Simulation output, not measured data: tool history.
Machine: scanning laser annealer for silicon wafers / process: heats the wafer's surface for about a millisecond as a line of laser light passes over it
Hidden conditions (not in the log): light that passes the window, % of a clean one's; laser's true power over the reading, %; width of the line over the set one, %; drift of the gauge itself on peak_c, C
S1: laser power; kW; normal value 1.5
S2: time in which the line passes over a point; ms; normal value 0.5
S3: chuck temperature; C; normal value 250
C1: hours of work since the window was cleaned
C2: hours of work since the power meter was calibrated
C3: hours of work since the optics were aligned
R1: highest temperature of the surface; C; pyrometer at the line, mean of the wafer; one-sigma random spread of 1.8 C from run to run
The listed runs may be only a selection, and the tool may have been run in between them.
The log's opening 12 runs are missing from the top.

run 13 hour=103.8 | S1=1.5 S2=0.5 S3=250 | C1=688 C2=145 C3=43 | R1=944
run 14 hour=108.5 | S1=1.5 S2=0.5 S3=250 | C1=690 C2=148 C3=46 | R1=945
run 15 hour=113.4 | S1=1.5 S2=0.5 S3=250 | C1=693 C2=151 C3=48 | R1=949
-- hour=117.2 laser's power meter calibrated
run 16 hour=127.2 | S1=1.5 S2=0.5 S3=285 | C1=699 C2=6 C3=54 | R1=982
run 17 hour=132 | S1=1.5 S2=0.5 S3=285 | C1=702 C2=8 C3=57 | R1=982
run 18 hour=137.9 | S1=1.5 S2=0.5 S3=285 | C1=705 C2=12 C3=60 | R1=983
run 19 hour=145.8 | S1=1.5 S2=0.5 S3=285 | C1=710 C2=16 C3=65 | R1=983
run 20 hour=154 | S1=1.5 S2=0.5 S3=285 | C1=714 C2=21 C3=70 | R1=980
run 21 hour=163.4 | S1=1.5 S2=0.5 S3=285 | C1=720 C2=26 C3=75 | R1=978
run 22 hour=172.3 | S1=1.5 S2=0.452 S3=285 | C1=725 C2=31 C3=80 | R1=949
run 23 hour=177.6 | S1=1.5 S2=0.452 S3=285 | C1=728 C2=34 C3=83 | R1=947
-- hour=184.3 laser's power meter calibrated, once more
run 24 hour=188.1 | S1=1.365 S2=0.496 S3=252 | C1=732 C2=2 C3=87 | R1=858
run 25 hour=193.1 | S1=1.5 S2=0.572 S3=287 | C1=735 C2=5 C3=90 | R1=1019
run 26 hour=202 | S1=1.311 S2=0.609 S3=250 | C1=740 C2=10 C3=95 | R1=879
run 27 hour=211.7 | S1=1.311 S2=0.609 S3=250 | C1=745 C2=15 C3=101 | R1=874
run 28 hour=219.6 | S1=1.311 S2=0.356 S3=250 | C1=750 C2=20 C3=105 | R1=745
run 29 hour=226.8 | S1=1.282 S2=0.584 S3=257 | C1=754 C2=24 C3=109 | R1=855
run 30 hour=231.5 | S1=1.282 S2=0.584 S3=257 | C1=756 C2=27 C3=112 | R1=853
run 31 hour=239.8 | S1=1.646 S2=0.5 S3=250 | C1=761 C2=31 C3=116 | R1=1033
run 32 hour=248.5 | S1=1.646 S2=0.5 S3=250 | C1=766 C2=36 C3=121 | R1=1031
run 33 hour=253.2 | S1=1.287 S2=0.5 S3=250 | C1=769 C2=39 C3=124 | R1=810

Here are 3 independent what-if runs from the current tool condition. What would each one return?
run A hour=259 | S1=1.5 S2=0.5 S3=212 | C1=772 C2=42 C3=127 | R1=?
run B hour=259 | S1=1.524 S2=0.514 S3=210 | C1=772 C2=42 C3=127 | R1=?
run C hour=259 | S1=1.505 S2=0.402 S3=284 | C1=772 C2=42 C3=127 | R1=?

run=A R1=904
run=B R1=921
run=C R1=910
Had the tool no hidden state, the same runs would have come out as:
run=A R1=950
run=B R1=969
run=C R1=952

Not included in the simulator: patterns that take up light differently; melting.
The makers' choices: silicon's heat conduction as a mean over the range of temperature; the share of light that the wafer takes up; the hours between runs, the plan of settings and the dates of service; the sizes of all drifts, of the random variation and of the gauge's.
